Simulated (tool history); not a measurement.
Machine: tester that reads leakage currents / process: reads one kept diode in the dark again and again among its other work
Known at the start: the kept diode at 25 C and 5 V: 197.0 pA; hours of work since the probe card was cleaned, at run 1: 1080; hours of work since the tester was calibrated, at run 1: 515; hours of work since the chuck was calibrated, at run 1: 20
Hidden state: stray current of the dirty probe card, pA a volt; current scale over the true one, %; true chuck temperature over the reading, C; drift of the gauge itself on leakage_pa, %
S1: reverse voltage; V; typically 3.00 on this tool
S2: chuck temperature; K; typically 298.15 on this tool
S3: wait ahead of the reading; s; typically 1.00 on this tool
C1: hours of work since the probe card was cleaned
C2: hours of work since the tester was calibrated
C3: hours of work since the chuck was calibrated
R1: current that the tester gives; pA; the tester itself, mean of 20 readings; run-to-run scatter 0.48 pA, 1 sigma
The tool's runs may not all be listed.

Run 1, hour 0.0: usual settings; C1 1080; C2 515; C3 20. Result: R1 157.28 pA.
Run 2, hour 163.2: usual settings; C1 1174; C2 609; C3 114. Result: R1 155.27 pA.
Run 3, hour 339.1: usual settings; C1 1275; C2 711; C3 215. Result: R1 151.16 pA.
Run 4, hour 467.4: usual settings; C1 1349; C2 784; C3 289. Result: R1 149.66 pA.
Run 5, hour 609.6: usual settings; C1 1431; C2 866; C3 371. Result: R1 146.54 pA.
Run 6, hour 803.4: usual settings; C1 1542; C2 978; C3 483. Result: R1 143.53 pA.
Run 7, hour 949.6: usual settings but S2 296.15 K; C1 1627; C2 1062; C3 567. Result: R1 121.74 pA.
Run 8, hour 1161.3: usual settings but S2 296.15 K; C1 1749; C2 1184; C3 689. Result: R1 119.62 pA.
At hour 1205.3: chuck's temperature calibrated.
Run 9, hour 1310.4: usual settings; C1 1833; C2 1269; C3 61. Result: R1 129.33 pA.
Run 10, hour 1496.0: usual settings; C1 1940; C2 1376; C3 167. Result: R1 126.72 pA.
Run 11, hour 1645.3: usual settings; C1 2026; C2 1462; C3 253. Result: R1 124.32 pA.
Run 12, hour 1826.1: usual settings but S2 311.15 K; C1 2130; C2 1566; C3 358. Result: R1 307.30 pA.
At hour 1882.2: chuck's temperature calibrated, once more.
Run 13, hour 1976.0: usual settings but S1 18.57 V; C1 2216; C2 1651; C3 54. Result: R1 340.31 pA.
Run 14, hour 2077.4: usual settings; C1 2274; C2 1709; C3 112. Result: R1 155.26 pA.
Run 15, hour 2215.0: usual settings; C1 2353; C2 1789; C3 192. Result: R1 153.73 pA.
Run 16, hour 2325.6: usual settings; C1 2417; C2 1852; C3 255. Result: R1 151.69 pA.
Run 17, hour 2454.8: usual settings; C1 2491; C2 1927; C3 330. Result: R1 149.25 pA.
Run 18, hour 2584.1: usual settings; C1 2566; C2 2001; C3 404. Result: R1 147.64 pA.
At hour 2677.3: probe card cleaned and baked.
Run 19, hour 2758.7: usual settings but S1 3.54 V; C1 47; C2 2100; C3 503. Result: R1 153.76 pA.
Run 20, hour 2916.9: usual settings but S1 10.04 V, S2 305.15 K; C1 138; C2 2191; C3 594. Result: R1 385.37 pA.
Run 21, hour 3006.6: usual settings but S2 305.15 K, S3 0.44 s; C1 190; C2 2243; C3 646. Result: R1 231.09 pA.
Run 22, hour 3117.1: usual settings but S1 14.14 V, S3 0.95 s; C1 253; C2 2307; C3 710. Result: R1 262.30 pA.
At hour 3139.5: chuck's temperature calibrated.
Run 23, hour 3232.9: usual settings but S1 1.36 V, S2 325.15 K, S3 2.90 s; C1 319; C2 2372; C3 54. Result: R1 697.57 pA.
Run 24, hour 3432.4: usual settings but S1 4.38 V, S2 302.15 K, S3 8.92 s; C1 434; C2 2487; C3 169. Result: R1 239.81 pA.
Run 25, hour 3642.5: usual settings but S1 4.38 V, S2 302.15 K, S3 8.92 s; C1 555; C2 2608; C3 290. Result: R1 233.70 pA.
Run 26, hour 3771.8: usual settings but S1 1.43 V, S2 300.15 K, S3 8.92 s; C1 629; C2 2683; C3 364. Result: R1 124.50 pA.
Run 27, hour 3882.7: usual settings but S1 1.43 V, S2 300.15 K, S3 8.92 s; C1 693; C2 2746; C3 428. Result: R1 123.45 pA.
Run 28, hour 4062.8: usual settings but S1 4.42 V, S2 296.15 K, S3 3.13 s; C1 797; C2 2850; C3 532. Result: R1 144.43 pA.
Run 29, hour 4163.1: usual settings but S1 12.17 V; C1 855; C2 2908; C3 590. Result: R1 253.19 pA.
Run 30, hour 4343.4: usual settings but S1 6.53 V, S2 303.15 K, S3 2.87 s; C1 959; C2 3012; C3 693. Result: R1 274.28 pA.
At hour 4375.3: chuck's temperature calibrated.
Run 31, hour 4553.4: usual settings but S1 6.53 V, S2 303.15 K, S3 0.84 s; C1 1078; C2 3132; C3 103. Result: R1 308.67 pA.
Run 32, hour 4742.8: usual settings but S1 6.53 V, S2 322.15 K, S3 0.36 s; C1 1187; C2 3241; C3 212. Result: R1 1080.55 pA.
Run 33, hour 4854.5: usual settings but S1 3.76 V, S3 0.42 s; C1 1252; C2 3305; C3 276. Result: R1 165.65 pA.
Run 34, hour 4977.5: usual settings but S2 330.15 K; C1 1323; C2 3376; C3 347. Result: R1 1241.60 pA.
Run 35, hour 5155.0: usual settings but S2 330.15 K; C1 1425; C2 3478; C3 449. Result: R1 1231.25 pA.
Run 36, hour 5291.2: usual settings but S1 8.06 V, S2 330.15 K; C1 1503; C2 3557; C3 528. Result: R1 1828.01 pA.
Run 37, hour 5485.2: usual settings but S1 3.13 V, S2 305.15 K, S3 6.07 s; C1 1615; C2 3668; C3 639. Result: R1 235.33 pA.
At hour 5621.9: chuck's temperature calibrated.
Run 38, hour 5682.4: usual settings but S1 3.13 V, S2 305.15 K, S3 6.07 s; C1 1728; C2 3781; C3 35. Result: R1 267.71 pA.

What if the next run were any one of these 5? Each begins from the tool's condition after run 38:
Run A, hour 5789.3: usual settings but S1 3.13 V, S2 305.15 K, S3 9.81 s; C1 1789; C2 3842; C3 96. Result: R1 ?.
Run B, hour 5789.3: usual settings but S1 5.50 V, S2 305.15 K, S3 8.44 s; C1 1789; C2 3842; C3 96. Result: R1 ?.
Run C, hour 5789.3: usual settings but S1 2.03 V, S3 0.41 s; C1 1789; C2 3842; C3 96. Result: R1 ?.
Run D, hour 5789.3: usual settings but S1 3.13 V, S2 327.15 K, S3 1.08 s; C1 1789; C2 3842; C3 96. Result: R1 ?.
Run E, hour 5789.3: usual settings but S1 1.41 V, S2 305.15 K, S3 6.07 s; C1 1789; C2 3842; C3 96. Result: R1 ?.

run       R1
  A   265.81
  B   334.26
  C   134.01
  D  1114.86
  E   190.55
The same runs, with their run-to-run variation unchanged, on a tool lacking any hidden condition would have given:
run       R1
  A   269.00
  B   337.81
  C   135.49
  D  1131.21
  E   193.09
